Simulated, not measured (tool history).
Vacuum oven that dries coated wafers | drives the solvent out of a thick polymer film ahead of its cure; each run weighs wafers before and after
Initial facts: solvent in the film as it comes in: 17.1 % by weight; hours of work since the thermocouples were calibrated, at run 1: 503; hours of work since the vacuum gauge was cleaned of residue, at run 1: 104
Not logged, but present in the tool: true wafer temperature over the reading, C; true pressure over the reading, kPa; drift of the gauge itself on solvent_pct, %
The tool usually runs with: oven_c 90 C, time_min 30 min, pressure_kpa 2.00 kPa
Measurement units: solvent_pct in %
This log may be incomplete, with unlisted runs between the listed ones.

run	hour	oven_c	time_min	pressure_kpa	hours of work since the thermocouples were calibrated	hours of work since the vacuum gauge was cleaned of residue	solvent_pct
1	0.0	90	30	2.00	503	104	1.40
2	35.0	90	30	2.30	523	124	1.55
3	62.4	97	30	2.00	539	140	0.81
4	104.8	97	30	2.00	563	164	0.82
5	169.5	90	30	2.00	599	201	1.44
6	198.1	90	30	2.00	616	217	1.44
7	255.4	90	30	2.00	648	250	1.46
8	283.4	90	52	2.00	664	266	0.91
9	348.9	90	30	2.00	702	303	1.46
10	387.8	90	30	2.00	724	325	1.45
11	422.9	90	30	2.00	744	345	1.45
12	486.3	94	26	2.71	780	381	1.51
13	522.7	91	30	3.69	800	402	2.02
14	573.6	91	30	3.69	829	431	2.03
15	621.7	88	27	3.69	857	458	2.76
16	656.9	88	27	3.69	877	478	2.75
17	701.2	102	19	1.03	902	503	0.75
18	758.1	102	19	1.03	934	536	0.79
19	785.8	86	38	1.03	950	552	1.12
20	831.7	78	18	1.03	976	578	5.73
21	878.0	78	18	1.03	1003	604	5.73
22	942.9	102	18	1.03	1039	641	0.90

Alternative continuations, all from the tool just after run 22; predict every row:
A	981.7	98	41	3.15	1062	663	?
B	981.7	90	30	1.34	1062	663	?
C	981.7	91	20	1.04	1062	663	?

run	solvent_pct
A	1.05
B	1.31
C	2.18
Take away the tool's hidden state, keep each run's random variation, and the runs would have read:
run	solvent_pct
A	0.95
B	1.09
C	1.87
